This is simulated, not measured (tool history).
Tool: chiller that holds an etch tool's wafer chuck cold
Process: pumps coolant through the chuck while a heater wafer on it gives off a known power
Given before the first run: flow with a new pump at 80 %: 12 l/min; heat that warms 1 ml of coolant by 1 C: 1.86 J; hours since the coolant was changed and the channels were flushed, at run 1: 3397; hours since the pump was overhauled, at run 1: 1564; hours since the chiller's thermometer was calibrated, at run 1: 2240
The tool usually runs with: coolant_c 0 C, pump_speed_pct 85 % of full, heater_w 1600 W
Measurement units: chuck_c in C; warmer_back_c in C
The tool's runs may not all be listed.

run     day  coolant_c  pump_speed_pct  heater_w  hours since the coolant was changed and the channels were flushed  hours since the pump was overhauled  hours since the chiller's thermometer was calibrated  chuck_c  warmer_back_c
  1   0.000          0              85      1600                                                               3397                                 1564                                                  2240     14.1           4.03
  2   2.108          0              85      1600                                                               3447                                 1615                                                  2290     14.0           3.98
  3   3.883          0              85      1600                                                               3490                                 1657                                                  2333     14.0           4.01
  4   5.112          3              85      1600                                                               3519                                 1687                                                  2362     16.9           4.03
  5   6.842         -5              85      1600                                                               3561                                 1728                                                  2404      9.1           3.92
  6   8.062         -5              85      1600                                                               3590                                 1758                                                  2433      8.9           3.88
  7   9.275         -5              85      1600                                                               3619                                 1787                                                  2462      9.1           3.90
  8  10.300         -5              85      1600                                                               3644                                 1811                                                  2487      8.8           3.89
     12.017  -- coolant changed, channels flushed
  9  12.496         -5              67      1600                                                                 11                                 1858                                                  2533     12.1           5.10
 10  14.233         -5              67      1600                                                                 53                                 1900                                                  2575     11.9           4.97
 11  15.542         -5              67      1600                                                                 85                                 1931                                                  2607     12.1           5.02
 12  17.267         -5              67      1600                                                                126                                 1973                                                  2648     12.1           4.94
 13  18.512         -5              67      1600                                                                156                                 2002                                                  2678     12.3           4.93
 14  19.783         -5              67      1600                                                                186                                 2033                                                  2708     11.9           4.89
 15  21.217         -5              67      1600                                                                221                                 2067                                                  2743     11.8           4.95
 16  22.358          0              85      1600                                                                248                                 2095                                                  2770     14.0           3.72
 17  23.992          0              85      1600                                                                287                                 2134                                                  2809     14.0           3.67
 18  25.796         -6              64      1600                                                                331                                 2177                                                  2853     11.5           5.15
 19  27.408         -9              67      1600                                                                369                                 2216                                                  2891      8.0           4.78
 20  28.629         -7              66      1600                                                                399                                 2245                                                  2921     10.2           4.89
 21  30.675         -7              66      1600                                                                448                                 2294                                                  2970     10.3           4.86
 22  31.883         -7              66      1600                                                                477                                 2323                                                  2999     10.3           4.83
 23  33.612         -7              66      1600                                                                518                                 2365                                                  3040     10.4           4.80
     33.921  -- gauge calibrated
 24  35.321          6              85      1600                                                                559                                 2406                                                  3081     20.0           4.02
 25  36.938          6              85      1600                                                                598                                 2445                                                  3120     20.1           3.95
 26  38.442         -4              69      1379                                                                634                                 2481                                                  3156     10.5           4.32
 27  39.612         -5              91      1600                                                                662                                 2509                                                  3184      8.2           3.68
 28  41.479         -5              69      1600                                                                707                                 2554                                                  3229     11.6           4.92
 29  42.912          0              66      1364                                                                741                                 2588                                                  3263     14.8           4.42
 30  44.900          7              63       808                                                                789                                 2636                                                  3311     16.0           2.63
 31  45.950          0              85      1600                                                                814                                 2661                                                  3336     13.9           3.90
 32  47.050          0              85      1600                                                                841                                 2687                                                  3363     13.9           3.82
 33  48.354          0              85      1600                                                                872                                 2719                                                  3394     13.9           3.81

3 options for the next run, each taken on its own from the tool as it stands now. Forecast them:
  A  49.262          1              91      2319                                                                894                                 2740                                                  3416        ?              ?
  B  49.262          1              68       880                                                                894                                 2740                                                  3416        ?              ?
  C  49.262         -3              68      1600                                                                894                                 2740                                                  3416        ?              ?

run  chuck_c  warmer_back_c
  A     20.1           5.20
  B     10.3           2.57
  C     13.7           4.90
Without the tool's unlogged condition, the same runs would have read:
run  chuck_c  warmer_back_c
  A     20.1           5.42
  B     10.3           2.79
  C     13.7           5.12
